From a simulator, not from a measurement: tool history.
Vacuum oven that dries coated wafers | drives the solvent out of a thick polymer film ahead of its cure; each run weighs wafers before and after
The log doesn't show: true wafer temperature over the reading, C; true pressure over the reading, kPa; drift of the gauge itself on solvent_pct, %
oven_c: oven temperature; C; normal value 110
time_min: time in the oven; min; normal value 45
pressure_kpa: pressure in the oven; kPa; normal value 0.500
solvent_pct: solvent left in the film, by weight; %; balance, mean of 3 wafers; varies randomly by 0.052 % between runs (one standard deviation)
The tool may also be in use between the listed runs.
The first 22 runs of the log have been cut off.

run,hour,oven_c,time_min,pressure_kpa,hours of work since the thermocouples were calibrated,hours of work since the vacuum gauge was cleaned of residue,solvent_pct
23,737.5,110,45,0.500,688,1408,1.90
24,755.6,100,49,0.500,699,1419,4.38
25,792.9,122,49,0.720,723,1443,0.52
26,828.1,122,49,0.720,745,1465,0.60
27,866.2,117,47,1.139,768,1489,1.01
28,887.7,110,81,0.500,782,1502,0.91
29,908.6,120,73,0.500,795,1515,0.45
30,931.2,106,24,1.962,809,1529,6.36
31,967.7,105,66,0.358,832,1552,1.82
32,1005.1,120,23,1.456,855,1575,2.23
# hour 1010.5: oven's thermocouples calibrated
33,1046.3,120,23,1.456,22,1600,2.37
34,1075.3,107,29,0.500,41,1618,4.72
35,1112.0,97,29,0.258,63,1641,7.82
# hour 1132.5: oven's thermocouples calibrated, once more
36,1143.7,111,78,0.296,7,1660,0.60
37,1161.2,104,78,0.285,18,1670,1.38
38,1183.4,110,45,0.978,32,1684,2.04
39,1224.2,110,49,0.500,57,1710,1.53
40,1262.5,110,49,0.500,81,1734,1.69
41,1296.6,110,49,0.500,103,1755,1.59
42,1335.5,118,31,0.500,127,1779,1.34
43,1378.4,116,32,0.258,154,1806,1.53
44,1404.3,104,36,0.767,170,1822,4.24
45,1424.6,120,24,1.383,183,1835,1.99
46,1456.8,120,29,1.962,203,1855,1.72

Branching from run 46: 5 alternative next runs. What would each branch give?
A,1482.8,108,31,0.350,219,1871,?
B,1482.8,115,31,0.500,219,1871,?
C,1482.8,110,27,0.586,219,1871,?
D,1482.8,110,45,0.443,219,1871,?
E,1482.8,111,45,0.496,219,1871,?

run,solvent_pct
A,3.61
B,1.86
C,3.73
D,1.85
E,1.62
What these runs would have given with no unlogged condition in the tool:
run,solvent_pct
A,3.02
B,1.37
C,3.16
D,1.30
E,1.10

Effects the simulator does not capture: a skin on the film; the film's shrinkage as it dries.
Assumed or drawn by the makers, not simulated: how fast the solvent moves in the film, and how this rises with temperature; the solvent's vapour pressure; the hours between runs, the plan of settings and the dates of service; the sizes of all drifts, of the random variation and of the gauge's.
